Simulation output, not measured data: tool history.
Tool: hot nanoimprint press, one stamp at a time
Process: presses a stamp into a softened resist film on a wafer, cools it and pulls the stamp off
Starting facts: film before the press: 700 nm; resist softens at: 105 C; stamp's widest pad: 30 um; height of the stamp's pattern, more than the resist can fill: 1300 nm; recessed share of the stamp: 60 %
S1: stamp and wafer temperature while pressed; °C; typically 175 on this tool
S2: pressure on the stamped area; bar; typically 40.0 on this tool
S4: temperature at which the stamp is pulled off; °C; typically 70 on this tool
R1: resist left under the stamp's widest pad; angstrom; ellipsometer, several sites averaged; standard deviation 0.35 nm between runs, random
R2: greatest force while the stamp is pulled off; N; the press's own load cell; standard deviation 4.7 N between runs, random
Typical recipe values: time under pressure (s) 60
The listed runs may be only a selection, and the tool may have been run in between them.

run 1 hour=0.0 | S1=175 S2=40.0 time_under_pressure_(s)=60 S4=70 | R1=2516 R2=234
run 2 hour=8.4 | S1=175 S2=40.0 time_under_pressure_(s)=60 S4=70 | R1=2517 R2=231
run 3 hour=17.1 | S1=173 S2=40.0 time_under_pressure_(s)=60 S4=70 | R1=2671 R2=229
run 4 hour=22.7 | S1=173 S2=40.0 time_under_pressure_(s)=60 S4=70 | R1=2671 R2=238
run 5 hour=36.3 | S1=175 S2=28.6 time_under_pressure_(s)=60 S4=70 | R1=2966 R2=222
run 6 hour=43.2 | S1=175 S2=28.6 time_under_pressure_(s)=60 S4=70 | R1=2960 R2=228
run 7 hour=54.7 | S1=175 S2=28.6 time_under_pressure_(s)=60 S4=70 | R1=2962 R2=225
run 8 hour=63.3 | S1=175 S2=28.6 time_under_pressure_(s)=60 S4=70 | R1=2967 R2=231
run 9 hour=74.6 | S1=175 S2=40.0 time_under_pressure_(s)=60 S4=60 | R1=2519 R2=278
run 10 hour=81.2 | S1=175 S2=40.0 time_under_pressure_(s)=60 S4=70 | R1=2519 R2=239
run 11 hour=90.5 | S1=175 S2=40.0 time_under_pressure_(s)=60 S4=70 | R1=2518 R2=226
run 12 hour=103.3 | S1=175 S2=40.0 time_under_pressure_(s)=60 S4=70 | R1=2515 R2=229
run 13 hour=116.0 | S1=175 S2=40.0 time_under_pressure_(s)=60 S4=70 | R1=2517 R2=229
run 14 hour=128.4 | S1=175 S2=40.0 time_under_pressure_(s)=50 S4=68 | R1=2711 R2=241
run 15 hour=136.2 | S1=175 S2=40.0 time_under_pressure_(s)=50 S4=68 | R1=2705 R2=243
run 16 hour=144.8 | S1=174 S2=40.0 time_under_pressure_(s)=60 S4=70 | R1=2592 R2=230
run 17 hour=152.3 | S1=171 S2=34.1 time_under_pressure_(s)=60 S4=58 | R1=3063 R2=291
run 18 hour=159.7 | S1=171 S2=34.1 time_under_pressure_(s)=60 S4=58 | R1=3063 R2=288
run 19 hour=171.6 | S1=171 S2=34.1 time_under_pressure_(s)=60 S4=58 | R1=3066 R2=282
run 20 hour=184.9 | S1=171 S2=34.1 time_under_pressure_(s)=60 S4=58 | R1=3065 R2=284
run 21 hour=190.5 | S1=171 S2=34.1 time_under_pressure_(s)=60 S4=58 | R1=3062 R2=280
run 22 hour=196.2 | S1=166 S2=46.8 time_under_pressure_(s)=34 S4=72 | R1=3783 R2=225
run 23 hour=208.7 | S1=184 S2=46.8 time_under_pressure_(s)=34 S4=67 | R1=2268 R2=240
run 24 hour=222.6 | S1=184 S2=46.8 time_under_pressure_(s)=34 S4=67 | R1=2269 R2=250
run 25 hour=235.6 | S1=184 S2=43.1 time_under_pressure_(s)=34 S4=61 | R1=2355 R2=276

Results per run with the tool's hidden condition removed, run-to-run variation unchanged:
The hidden state here: true temperature over the reading, C; pressure that arrives at the usual setting, %; grip of the stamp's worn release coat, % over a new coat's; drift of the gauge itself on residual_nm, %; drift of the gauge itself on pull_off_n, %.
run=1 R1=2518
run=2 R1=2519
run=3 R1=2674
run=4 R1=2674
run=5 R1=2968
run=6 R1=2962
run=7 R1=2964
run=8 R1=2970
run=9 R1=2522
run=10 R1=2522
run=11 R1=2521
run=12 R1=2518
run=13 R1=2519
run=14 R1=2714
run=15 R1=2707
run=16 R1=2594
run=17 R1=3066
run=18 R1=3066
run=19 R1=3069
run=20 R1=3068
run=21 R1=3064
run=22 R1=3787
run=23 R1=2270
run=24 R1=2271
run=25 R1=2357
R2: within 3 N of the measured result in every run.
